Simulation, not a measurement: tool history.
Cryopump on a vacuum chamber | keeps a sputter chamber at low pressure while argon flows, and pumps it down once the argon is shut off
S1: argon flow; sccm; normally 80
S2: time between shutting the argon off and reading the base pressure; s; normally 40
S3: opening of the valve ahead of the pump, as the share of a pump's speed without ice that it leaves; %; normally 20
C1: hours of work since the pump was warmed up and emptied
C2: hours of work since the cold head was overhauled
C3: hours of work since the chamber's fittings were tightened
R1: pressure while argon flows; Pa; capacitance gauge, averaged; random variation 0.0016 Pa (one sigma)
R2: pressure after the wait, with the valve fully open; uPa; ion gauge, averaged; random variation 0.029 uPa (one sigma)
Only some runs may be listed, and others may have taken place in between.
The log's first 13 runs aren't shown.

{"run": 14, "day": 40.262, "S1": 80, "S2": 40, "S3": 20, "C1": 196, "C2": 993, "C3": 3341, "R1": 0.3902, "R2": 2.52}
{"run": 15, "day": 43.117, "S1": 80, "S2": 40, "S3": 20, "C1": 232, "C2": 1030, "C3": 3378, "R1": 0.3922, "R2": 2.55}
{"run": 16, "day": 46.933, "S1": 80, "S2": 40, "S3": 20, "C1": 281, "C2": 1079, "C3": 3426, "R1": 0.3948, "R2": 2.56}
{"run": 17, "day": 50.138, "S1": 80, "S2": 40, "S3": 20, "C1": 322, "C2": 1120, "C3": 3467, "R1": 0.3936, "R2": 2.65}
{"run": 18, "day": 54.567, "S1": 80, "S2": 40, "S3": 58, "C1": 379, "C2": 1176, "C3": 3524, "R1": 0.1481, "R2": 2.66}
{"run": 19, "day": 56.596, "S1": 80, "S2": 36, "S3": 20, "C1": 405, "C2": 1202, "C3": 3550, "R1": 0.3987, "R2": 2.84}
{"run": 20, "day": 61.154, "S1": 80, "S2": 36, "S3": 20, "C1": 463, "C2": 1261, "C3": 3608, "R1": 0.4031, "R2": 2.93}
{"run": 21, "day": 63.367, "S1": 34, "S2": 45, "S3": 22, "C1": 491, "C2": 1289, "C3": 3637, "R1": 0.1563, "R2": 2.64}
{"run": 22, "day": 66.638, "S1": 34, "S2": 48, "S3": 25, "C1": 533, "C2": 1331, "C3": 3678, "R1": 0.1417, "R2": 2.61}
{"run": 23, "day": 70.004, "S1": 56, "S2": 32, "S3": 22, "C1": 576, "C2": 1374, "C3": 3722, "R1": 0.2615, "R2": 3.2}
{"run": 24, "day": 73.296, "S1": 44, "S2": 40, "S3": 34, "C1": 618, "C2": 1416, "C3": 3764, "R1": 0.1394, "R2": 3.01}
{"run": 25, "day": 76.017, "S1": 44, "S2": 40, "S3": 34, "C1": 653, "C2": 1451, "C3": 3798, "R1": 0.1413, "R2": 2.99}
{"run": 26, "day": 78.225, "S1": 44, "S2": 40, "S3": 46, "C1": 681, "C2": 1479, "C3": 3827, "R1": 0.1091, "R2": 3.07}
{"run": 27, "day": 80.908, "S1": 131, "S2": 97, "S3": 34, "C1": 716, "C2": 1513, "C3": 3861, "R1": 0.4264, "R2": 2.42}
{"day": 82.012, "done": "leaking fittings of the chamber tightened, without venting"}
{"run": 28, "day": 83.804, "S1": 34, "S2": 26, "S3": 34, "C1": 752, "C2": 1549, "C3": 23, "R1": 0.1112, "R2": 2.24}
{"run": 29, "day": 85.862, "S1": 34, "S2": 26, "S3": 34, "C1": 778, "C2": 1575, "C3": 49, "R1": 0.1124, "R2": 2.26}
{"day": 87.912, "done": "pump warmed up, emptied and cooled again"}
{"run": 30, "day": 88.667, "S1": 137, "S2": 114, "S3": 32, "C1": 10, "C2": 1609, "C3": 82, "R1": 0.4119, "R2": 0.67}
{"run": 31, "day": 90.579, "S1": 69, "S2": 55, "S3": 36, "C1": 34, "C2": 1633, "C3": 107, "R1": 0.1864, "R2": 1.14}
{"run": 32, "day": 94.721, "S1": 69, "S2": 35, "S3": 36, "C1": 87, "C2": 1686, "C3": 160, "R1": 0.1862, "R2": 1.7}
{"run": 33, "day": 98.296, "S1": 114, "S2": 36, "S3": 36, "C1": 133, "C2": 1732, "C3": 206, "R1": 0.3125, "R2": 1.65}
{"run": 34, "day": 100.804, "S1": 114, "S2": 36, "S3": 36, "C1": 165, "C2": 1764, "C3": 238, "R1": 0.3136, "R2": 1.68}
{"run": 35, "day": 103.512, "S1": 114, "S2": 36, "S3": 36, "C1": 200, "C2": 1799, "C3": 272, "R1": 0.3167, "R2": 1.67}

Predict each of these 3 candidate next runs independently; none follows another, all start after run 35:
{"run": "A", "day": 106.583, "S1": 114, "S2": 36, "S3": 30, "C1": 239, "C2": 1838, "C3": 312, "R1": "?", "R2": "?"}
{"run": "B", "day": 106.583, "S1": 49, "S2": 36, "S3": 20, "C1": 239, "C2": 1838, "C3": 312, "R1": "?", "R2": "?"}
{"run": "C", "day": 106.583, "S1": 121, "S2": 74, "S3": 20, "C1": 239, "C2": 1838, "C3": 312, "R1": "?", "R2": "?"}

run=A R1=0.379 R2=1.64
run=B R1=0.2396 R2=1.71
run=C R1=0.5992 R2=1.01
The same runs, with their run-to-run variation unchanged, on a tool lacking any hidden condition would have given:
run=A R1=0.3636 R2=1.5
run=B R1=0.233 R2=1.56
run=C R1=0.5827 R2=0.86

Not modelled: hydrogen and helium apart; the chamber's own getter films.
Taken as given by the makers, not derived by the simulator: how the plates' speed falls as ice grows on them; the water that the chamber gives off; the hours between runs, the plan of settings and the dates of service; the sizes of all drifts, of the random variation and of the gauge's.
